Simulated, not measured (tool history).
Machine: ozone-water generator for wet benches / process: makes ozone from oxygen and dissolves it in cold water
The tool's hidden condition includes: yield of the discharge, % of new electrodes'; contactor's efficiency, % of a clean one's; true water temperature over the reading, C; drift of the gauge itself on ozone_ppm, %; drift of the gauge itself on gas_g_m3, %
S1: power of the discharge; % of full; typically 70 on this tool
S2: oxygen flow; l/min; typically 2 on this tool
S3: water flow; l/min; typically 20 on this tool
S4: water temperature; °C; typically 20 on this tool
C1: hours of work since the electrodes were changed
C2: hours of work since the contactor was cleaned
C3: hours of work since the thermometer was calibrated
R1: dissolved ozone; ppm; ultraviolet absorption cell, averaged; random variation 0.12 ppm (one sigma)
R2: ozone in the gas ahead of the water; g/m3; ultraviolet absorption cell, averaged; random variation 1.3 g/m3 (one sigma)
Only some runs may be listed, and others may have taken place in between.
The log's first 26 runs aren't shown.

{"run": 27, "day": 52.638, "S1": 70, "S2": 2.08, "S3": 20, "S4": 18, "C1": 956, "C2": 3514, "C3": 5412, "R1": 10.4, "R2": 222.9}
{"run": 28, "day": 54.817, "S1": 70, "S2": 2.69, "S3": 20, "S4": 20, "C1": 989, "C2": 3548, "C3": 5445, "R1": 10.9, "R2": 192.2}
{"day": 57.1, "done": "water thermometer calibrated"}
{"run": 29, "day": 57.412, "S1": 52, "S2": 1.49, "S3": 20, "S4": 12, "C1": 1029, "C2": 3587, "C3": 5, "R1": 8.2, "R2": 223.3}
{"run": 30, "day": 58.908, "S1": 71, "S2": 2, "S3": 20, "S4": 20, "C1": 1052, "C2": 3610, "C3": 28, "R1": 10.5, "R2": 227}
{"run": 31, "day": 60.275, "S1": 70, "S2": 2.26, "S3": 15, "S4": 20, "C1": 1073, "C2": 3631, "C3": 49, "R1": 14.1, "R2": 212.2}
{"run": 32, "day": 61.838, "S1": 70, "S2": 2.26, "S3": 19, "S4": 28, "C1": 1097, "C2": 3655, "C3": 73, "R1": 10.1, "R2": 211.1}
{"run": 33, "day": 64.112, "S1": 70, "S2": 2.26, "S3": 19, "S4": 28, "C1": 1132, "C2": 3690, "C3": 108, "R1": 10.3, "R2": 212.4}
{"run": 34, "day": 65.671, "S1": 55, "S2": 2.62, "S3": 27, "S4": 13, "C1": 1155, "C2": 3714, "C3": 132, "R1": 6.7, "R2": 166.8}

Alternative continuations, all from the tool just after run 34; predict every row:
{"run": "A", "day": 67.179, "S1": 55, "S2": 2.62, "S3": 28, "S4": 13, "C1": 1179, "C2": 3737, "C3": 155, "R1": "?", "R2": "?"}
{"run": "B", "day": 67.179, "S1": 48, "S2": 2, "S3": 12, "S4": 20, "C1": 1179, "C2": 3737, "C3": 155, "R1": "?", "R2": "?"}
{"run": "C", "day": 67.179, "S1": 70, "S2": 1.69, "S3": 20, "S4": 20, "C1": 1179, "C2": 3737, "C3": 155, "R1": "?", "R2": "?"}

run=A R1=6.4 R2=166.7
run=B R1=13.4 R2=175
run=C R1=10 R2=249.9
With the hidden condition removed and each run's random variation left untouched, the same runs would have given:
run=A R1=7 R2=169.5
run=B R1=14.4 R2=177.7
run=C R1=10.9 R2=255
